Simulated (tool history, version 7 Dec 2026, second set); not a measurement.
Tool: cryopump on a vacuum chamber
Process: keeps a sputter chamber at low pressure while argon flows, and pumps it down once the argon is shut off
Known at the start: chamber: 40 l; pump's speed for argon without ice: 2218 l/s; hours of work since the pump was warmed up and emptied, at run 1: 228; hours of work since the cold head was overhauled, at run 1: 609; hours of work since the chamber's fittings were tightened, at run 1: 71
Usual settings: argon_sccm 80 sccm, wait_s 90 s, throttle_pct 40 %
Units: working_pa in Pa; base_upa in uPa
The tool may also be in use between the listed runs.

run	day	argon_sccm	wait_s	throttle_pct	hours of work since the pump was warmed up and emptied	hours of work since the cold head was overhauled	hours of work since the chamber's fittings were tightened	working_pa	base_upa
1	0.000	80	90	40	228	609	71	0.1635	0.50
2	2.262	80	90	18	269	650	113	0.3503	0.47
3	5.546	80	90	18	329	710	173	0.3559	0.61
# day 7.675: pump warmed up, emptied and cooled again
4	8.767	80	90	18	20	765	227	0.3412	0.48
5	10.838	80	34	40	58	803	265	0.1551	0.91
6	13.817	98	90	40	112	857	320	0.1958	0.62
7	16.867	80	90	48	168	913	375	0.1351	0.70
8	18.638	80	207	40	200	945	407	0.1615	0.57
9	22.204	80	207	40	265	1010	473	0.1643	0.67
10	24.888	80	207	40	314	1059	521	0.1685	0.71
11	27.267	80	207	40	357	1102	565	0.1714	0.81
# day 27.862: pump warmed up, emptied and cooled again
12	30.825	67	90	40	54	1163	626	0.1301	0.80
13	33.700	80	90	23	106	1216	678	0.2703	0.82
14	36.488	93	52	15	157	1267	729	0.4782	1.09
15	37.979	132	114	36	184	1294	756	0.2920	0.89
16	40.283	36	132	29	226	1336	798	0.0995	0.96

The next listed run, before its measurement:
17	43.438	39	37	29	284	1393	856	?	?

{"run 17": {"working_pa": 0.1098, "base_upa": 1.41}}
Without the tool's hidden state the same run would have given working_pa 0.1028 Pa, base_upa 0.66 uPa.
